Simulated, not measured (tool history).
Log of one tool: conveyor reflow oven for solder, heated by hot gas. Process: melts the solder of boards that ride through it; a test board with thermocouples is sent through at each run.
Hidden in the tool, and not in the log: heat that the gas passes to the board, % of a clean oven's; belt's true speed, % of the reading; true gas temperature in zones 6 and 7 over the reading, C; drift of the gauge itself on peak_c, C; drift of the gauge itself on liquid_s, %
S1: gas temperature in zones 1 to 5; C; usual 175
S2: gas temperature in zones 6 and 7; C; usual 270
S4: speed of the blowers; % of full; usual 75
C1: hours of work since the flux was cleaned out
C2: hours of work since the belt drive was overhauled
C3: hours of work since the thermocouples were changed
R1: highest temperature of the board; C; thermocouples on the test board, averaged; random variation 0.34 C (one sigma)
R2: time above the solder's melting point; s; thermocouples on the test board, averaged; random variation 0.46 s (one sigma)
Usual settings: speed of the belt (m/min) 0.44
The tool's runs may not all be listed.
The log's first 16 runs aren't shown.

run 17 hour=866.5 | S1=171 S2=268 speed_of_the_belt_(m/min)=0.511 S4=72 | C1=226 C2=1495 C3=625 | R1=250.1 R2=66
run 18 hour=934.3 | S1=169 S2=273 speed_of_the_belt_(m/min)=0.44 S4=75 | C1=276 C2=1545 C3=676 | R1=259 R2=86.6
run 19 hour=969.6 | S1=169 S2=273 speed_of_the_belt_(m/min)=0.44 S4=75 | C1=302 C2=1571 C3=702 | R1=259 R2=86.4
run 20 hour=1005.4 | S1=169 S2=278 speed_of_the_belt_(m/min)=0.474 S4=75 | C1=329 C2=1598 C3=729 | R1=261.3 R2=81.7
run 21 hour=1041.3 | S1=171 S2=279 speed_of_the_belt_(m/min)=0.474 S4=75 | C1=356 C2=1624 C3=755 | R1=262.8 R2=83.6
-- hour=1062.9 flux residue cleaned out of gas plates and filters
run 22 hour=1089.1 | S1=179 S2=270 speed_of_the_belt_(m/min)=0.406 S4=75 | C1=19 C2=1656 C3=787 | R1=260.4 R2=100.5
run 23 hour=1127.5 | S1=179 S2=269 speed_of_the_belt_(m/min)=0.406 S4=67 | C1=48 C2=1685 C3=815 | R1=257.1 R2=97
-- hour=1174.1 belt drive overhauled, speed set with a stopwatch
run 24 hour=1186.8 | S1=179 S2=269 speed_of_the_belt_(m/min)=0.406 S4=67 | C1=89 C2=9 C3=856 | R1=257.6 R2=97.7
run 25 hour=1241.2 | S1=179 S2=269 speed_of_the_belt_(m/min)=0.406 S4=67 | C1=129 C2=50 C3=897 | R1=256.8 R2=96.7
run 26 hour=1279.9 | S1=179 S2=269 speed_of_the_belt_(m/min)=0.406 S4=67 | C1=158 C2=79 C3=925 | R1=257 R2=97.7
run 27 hour=1312.6 | S1=175 S2=261 speed_of_the_belt_(m/min)=0.44 S4=75 | C1=182 C2=103 C3=950 | R1=249.2 R2=80.9
run 28 hour=1365.6 | S1=187 S2=270 speed_of_the_belt_(m/min)=0.464 S4=75 | C1=222 C2=142 C3=989 | R1=257.6 R2=89.3
run 29 hour=1409.3 | S1=187 S2=270 speed_of_the_belt_(m/min)=0.464 S4=75 | C1=254 C2=174 C3=1021 | R1=256.7 R2=89
run 30 hour=1445.4 | S1=167 S2=268 speed_of_the_belt_(m/min)=0.464 S4=72 | C1=281 C2=201 C3=1048 | R1=251.6 R2=74

3 ways to go on from here, each from the tool as it stands after run 30. What would each give?
run A hour=1476.8 | S1=175 S2=270 speed_of_the_belt_(m/min)=0.387 S4=61 | C1=304 C2=225 C3=1072 | R1=? R2=?
run B hour=1476.8 | S1=179 S2=268 speed_of_the_belt_(m/min)=0.427 S4=72 | C1=304 C2=225 C3=1072 | R1=? R2=?
run C hour=1476.8 | S1=184 S2=282 speed_of_the_belt_(m/min)=0.464 S4=79 | C1=304 C2=225 C3=1072 | R1=? R2=?

run=A R1=256.9 R2=98.6
run=B R1=255.9 R2=91.6
run=C R1=268.8 R2=94.5
Without the tool's hidden state the same runs would have given:
run=A R1=256.8 R2=98.6
run=B R1=255.8 R2=91.7
run=C R1=268.8 R2=94.5
